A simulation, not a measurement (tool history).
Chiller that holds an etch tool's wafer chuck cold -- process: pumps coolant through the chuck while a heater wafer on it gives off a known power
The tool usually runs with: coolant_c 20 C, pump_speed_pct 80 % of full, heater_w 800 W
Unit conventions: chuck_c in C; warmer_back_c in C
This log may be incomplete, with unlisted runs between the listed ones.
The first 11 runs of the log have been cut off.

run 12 hour=1742.5 | coolant_c=27 pump_speed_pct=80 heater_w=800 | chuck_c=34.8 warmer_back_c=3.5
-- hour=1756.5 chiller's thermometer calibrated
run 13 hour=1921.4 | coolant_c=12 pump_speed_pct=80 heater_w=800 | chuck_c=19.7 warmer_back_c=3.55
run 14 hour=2067.3 | coolant_c=12 pump_speed_pct=80 heater_w=800 | chuck_c=19.7 warmer_back_c=3.62
run 15 hour=2253.3 | coolant_c=20 pump_speed_pct=80 heater_w=800 | chuck_c=27.8 warmer_back_c=3.59
run 16 hour=2432.1 | coolant_c=20 pump_speed_pct=80 heater_w=800 | chuck_c=27.7 warmer_back_c=3.61
run 17 hour=2526.8 | coolant_c=29 pump_speed_pct=83 heater_w=981 | chuck_c=38.6 warmer_back_c=4.23
run 18 hour=2642.4 | coolant_c=11 pump_speed_pct=96 heater_w=1120 | chuck_c=20.8 warmer_back_c=4.09
-- hour=2668 chiller's thermometer calibrated, once more
run 19 hour=2761.7 | coolant_c=11 pump_speed_pct=65 heater_w=1120 | chuck_c=24.9 warmer_back_c=6.46
run 20 hour=2874.3 | coolant_c=23 pump_speed_pct=74 heater_w=784 | chuck_c=31.8 warmer_back_c=3.89
run 21 hour=3080.6 | coolant_c=23 pump_speed_pct=74 heater_w=697 | chuck_c=30.8 warmer_back_c=3.5
-- hour=3239.7 coolant changed, channels flushed
run 22 hour=3273.1 | coolant_c=11 pump_speed_pct=80 heater_w=800 | chuck_c=18.9 warmer_back_c=3.74
run 23 hour=3426 | coolant_c=20 pump_speed_pct=67 heater_w=869 | chuck_c=29.7 warmer_back_c=4.88
run 24 hour=3528.7 | coolant_c=21 pump_speed_pct=67 heater_w=869 | chuck_c=30.6 warmer_back_c=4.93
run 25 hour=3641.8 | coolant_c=21 pump_speed_pct=85 heater_w=869 | chuck_c=29.1 warmer_back_c=3.79
run 26 hour=3763.4 | coolant_c=15 pump_speed_pct=97 heater_w=440 | chuck_c=18.6 warmer_back_c=1.62
run 27 hour=3866.1 | coolant_c=20 pump_speed_pct=90 heater_w=595 | chuck_c=25.5 warmer_back_c=2.4
run 28 hour=4035.1 | coolant_c=20 pump_speed_pct=90 heater_w=595 | chuck_c=25.2 warmer_back_c=2.45
run 29 hour=4136.7 | coolant_c=26 pump_speed_pct=68 heater_w=840 | chuck_c=35.5 warmer_back_c=4.7
run 30 hour=4329.4 | coolant_c=22 pump_speed_pct=73 heater_w=727 | chuck_c=29.5 warmer_back_c=3.83

Run 31 has not been measured yet. What should we expect?
run 31 hour=4458.4 | coolant_c=11 pump_speed_pct=88 heater_w=727 | chuck_c=? warmer_back_c=?

Run 31 came out at chuck_c 17.6 C, warmer_back_c 3.1 C.
If the tool had no hidden condition, the same run with the same run-to-run variation would have returned chuck_c 17.4 C, warmer_back_c 2.75 C.
